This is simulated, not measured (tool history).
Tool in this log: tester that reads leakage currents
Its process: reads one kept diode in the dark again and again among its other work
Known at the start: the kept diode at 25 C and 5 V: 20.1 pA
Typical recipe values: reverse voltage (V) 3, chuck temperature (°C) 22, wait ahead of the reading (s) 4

run,hour,reverse voltage (V),chuck temperature (°C),wait ahead of the reading (s),current that the tester gives (pA)
1,0,3,22,4,12.52
2,83.9,3,22,3.94,12.49
3,164.9,3,22,3.94,12.45
4,203,3,22,3.94,12.57
5,274,3,22,4,12.46
# hour 309.8: chuck's temperature calibrated
6,317,3,22,4,12.56
7,387.5,3,22,4,12.61
8,434.6,3,22,4,12.51
9,486.7,3,22,4,12.49
10,552.6,3,22,4,12.49
11,589.9,3,22,4,12.45
12,648.3,3,35,4,37.5
13,683.4,1.24,29,4,15.1
14,751.3,1.24,29,4,15.13
15,801.4,3,49,1.33,111.79
16,881.3,1.07,22,1.09,7.95
17,943.8,7.79,60,4.29,383.7
18,989.8,7.79,60,4.29,383.34
19,1032,7.56,57,9.72,305.18
20,1101.6,3.23,36,0.38,44.29
21,1178.7,1.34,36,8.93,27.77

5 options for the next run, each taken on its own from the tool as it stands now. Forecast them:
A,1228.1,18.06,36,8.93,?
B,1228.1,1.69,36,8.93,?
C,1228.1,12.03,37,0.57,?
D,1228.1,1.34,45,4.05,?
E,1228.1,1.34,51,8.93,?

run,current that the tester gives (pA)
A,92.95
B,31.15
C,88.9
D,56.93
E,89.35
What these runs would have given with no unlogged condition in the tool:
run,current that the tester gives (pA)
A,92.95
B,31.16
C,88.9
D,56.94
E,89.38
